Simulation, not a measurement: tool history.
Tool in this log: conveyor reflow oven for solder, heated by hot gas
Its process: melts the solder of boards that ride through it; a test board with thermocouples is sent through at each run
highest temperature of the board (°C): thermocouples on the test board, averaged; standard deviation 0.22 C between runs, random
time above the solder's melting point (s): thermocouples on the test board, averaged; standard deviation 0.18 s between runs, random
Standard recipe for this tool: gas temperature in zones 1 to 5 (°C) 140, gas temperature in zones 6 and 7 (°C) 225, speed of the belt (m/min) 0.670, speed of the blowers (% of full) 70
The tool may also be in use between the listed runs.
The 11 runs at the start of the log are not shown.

run     day  gas temperature in zones 1 to 5 (°C)  gas temperature in zones 6 and 7 (°C)  speed of the belt (m/min)  speed of the blowers (% of full)  highest temperature of the board (°C)  time above the solder's melting point (s)
 12   6.329                                   140                                    234                      0.670                                70                                  215.8                                       39.6
 13   6.712                                   140                                    234                      0.670                                70                                  216.0                                       39.5
 14   7.471                                   140                                    225                      0.670                                70                                  208.9                                       35.2
 15   8.000                                   140                                    225                      0.670                                70                                  208.6                                       35.5
 16   8.567                                   140                                    225                      0.670                                70                                  208.5                                       35.1
 17   9.000                                   140                                    225                      0.670                                70                                  208.8                                       35.3
 18   9.650                                   145                                    222                      0.793                                53                                  195.1                                       16.8
 19  10.162                                   145                                    222                      0.793                                53                                  194.2                                       17.0
 20  10.846                                   142                                    233                      0.756                                86                                  216.8                                       36.4
     11.404  -- flux residue cleaned out of gas plates and filters
 21  11.862                                   140                                    225                      0.797                                90                                  208.9                                       30.4
 22  12.208                                   150                                    223                      0.636                                51                                  203.6                                       35.0
 23  12.988                                   150                                    223                      0.636                                51                                  203.9                                       35.1
 24  13.804                                   142                                    237                      0.764                                55                                  207.9                                       29.0
 25  14.154                                   142                                    237                      0.764                                55                                  207.4                                       29.2
 26  14.608                                   127                                    237                      0.764                                55                                  203.2                                       22.6
 27  15.017                                   127                                    237                      0.738                                55                                  204.9                                       24.8
 28  15.367                                   127                                    237                      0.738                                55                                  204.5                                       25.1
 29  15.742                                   140                                    225                      0.713                                70                                  206.7                                       31.4
 30  16.183                                   140                                    225                      0.713                                70                                  206.9                                       31.5

4 options for the next run, each taken on its own from the tool as it stands now. Forecast them:
  A  16.938                                   140                                    223                      0.713                                87                                      ?                                          ?
  B  16.938                                   148                                    225                      0.713                                70                                      ?                                          ?
  C  16.938                                   140                                    234                      0.713                                58                                      ?                                          ?
  D  16.938                                   141                                    225                      0.670                                70                                      ?                                          ?

run  highest temperature of the board (°C)  time above the solder's melting point (s)
  A                                  209.6                                       34.8
  B                                  208.3                                       34.9
  C                                  208.8                                       32.1
  D                                  209.2                                       35.7
Had the tool no hidden state, the same runs would have come out as:
run  highest temperature of the board (°C)  time above the solder's melting point (s)
  A                                  209.6                                       34.8
  B                                  208.3                                       34.9
  C                                  208.8                                       32.1
  D                                  209.2                                       35.7
